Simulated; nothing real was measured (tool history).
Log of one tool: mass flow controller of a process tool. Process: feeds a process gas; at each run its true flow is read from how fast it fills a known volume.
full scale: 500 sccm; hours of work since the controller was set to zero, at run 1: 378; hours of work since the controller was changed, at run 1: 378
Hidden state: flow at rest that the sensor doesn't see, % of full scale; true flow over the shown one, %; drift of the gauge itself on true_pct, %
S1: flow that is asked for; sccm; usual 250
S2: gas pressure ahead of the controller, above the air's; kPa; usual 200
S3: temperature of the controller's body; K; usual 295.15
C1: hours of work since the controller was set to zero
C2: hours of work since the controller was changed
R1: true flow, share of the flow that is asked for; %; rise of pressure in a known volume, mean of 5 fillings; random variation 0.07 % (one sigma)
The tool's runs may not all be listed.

run	day	S1	S2	S3	C1	C2	R1
1	0	250	200	295.15	378	378	98.39
2	1.517	250	200	305.15	399	399	99.22
3	4.762	250	275	305.15	443	443	98.74
4	7.588	250	275	305.15	482	482	98.77
5	9.538	250	200	295.15	509	509	98.21
6	13.092	250	200	295.15	557	557	98.04
7	15.808	121	200	295.15	595	595	97.39
8	17.642	250	200	295.15	620	620	97.87
9	20.617	250	200	295.15	661	661	97.75
10	22.579	250	200	295.15	687	687	97.58
11	25.267	250	200	295.15	724	724	97.61
12	28.625	250	200	295.15	770	770	97.5
13	31.379	250	200	306.15	808	808	98.22
14	34.829	250	223	306.15	855	855	98.11
15	37.021	250	223	306.15	885	885	97.88
16	39.346	250	161	295.15	917	917	97.14
17	42.812	173	200	295.15	965	965	96.52
# day 44.592: gauge calibrated
18	44.592	173	200	295.15	989	989	98.14
19	46.662	173	200	295.15	1018	1018	97.92
20	48.408	173	200	302.15	1042	1042	98.48
21	51.712	173	200	302.15	1087	1087	98.48
22	53.688	250	200	295.15	1114	1114	98.24
23	56.029	250	200	295.15	1146	1146	98.01
24	58.217	250	200	295.15	1176	1176	97.86
25	60.754	270	214	294.15	1211	1211	97.76
26	63.638	366	151	295.15	1250	1250	98.45
27	66.979	360	174	308.15	1296	1296	99.29
28	68.517	141	174	293.15	1317	1317	96.88
29	70.15	141	174	293.15	1340	1340	97.04
30	73.254	141	217	309.15	1382	1382	97.83
31	75.079	250	242	304.15	1407	1407	97.97
32	76.912	335	164	304.15	1432	1432	98.68
33	80.383	335	164	304.15	1480	1480	98.52
34	82.292	335	164	304.15	1506	1506	98.35
35	85.292	335	216	296.15	1547	1547	97.47
36	88.292	247	216	307.15	1588	1588	97.76
37	90.188	250	201	299.15	1614	1614	97.1
38	93.012	226	189	308.15	1653	1653	97.53
39	96.279	86	187	311.15	1698	1698	97.19
40	99.871	122	200	310.15	1747	1747	97.03
41	102.029	76	237	300.15	1776	1776	95.75
42	103.758	76	237	300.15	1800	1800	95.79
43	106.508	107	189	300.15	1838	1838	95.94
44	108.425	340	171	296.15	1864	1864	96.85
45	110.658	446	171	301.15	1895	1895	97.7
46	113.25	337	194	294.15	1930	1930	96.46
47	114.917	189	220	295.15	1953	1953	95.52

Some steps in R1 between neighbouring runs. How much of each would the tool show without its hidden state too (settings, what came in, random variation), and how much is left for the hidden state, with any gauge scatter that isn't in both results?
Run 5 -> 6: no setting changed, nothing entered. R1 -0.17 %: hidden state -0.14, all else -0.03.
Run 17 -> 18: gauge calibrated. R1 +1.62 %: hidden state +1.57, all else +0.05.
Run 26 -> 27: S1 366 -> 360, S2 151 -> 174, S3 295.15 -> 308.15. R1 +0.84 %: hidden state -0.14, all else +0.98.
Run 27 -> 28: S1 360 -> 141, S3 308.15 -> 293.15. R1 -2.41 %: hidden state -0.04, all else -2.37.
Run 40 -> 41: S1 122 -> 76, S2 200 -> 237, S3 310.15 -> 300.15. R1 -1.28 %: hidden state -0.06, all else -1.22.

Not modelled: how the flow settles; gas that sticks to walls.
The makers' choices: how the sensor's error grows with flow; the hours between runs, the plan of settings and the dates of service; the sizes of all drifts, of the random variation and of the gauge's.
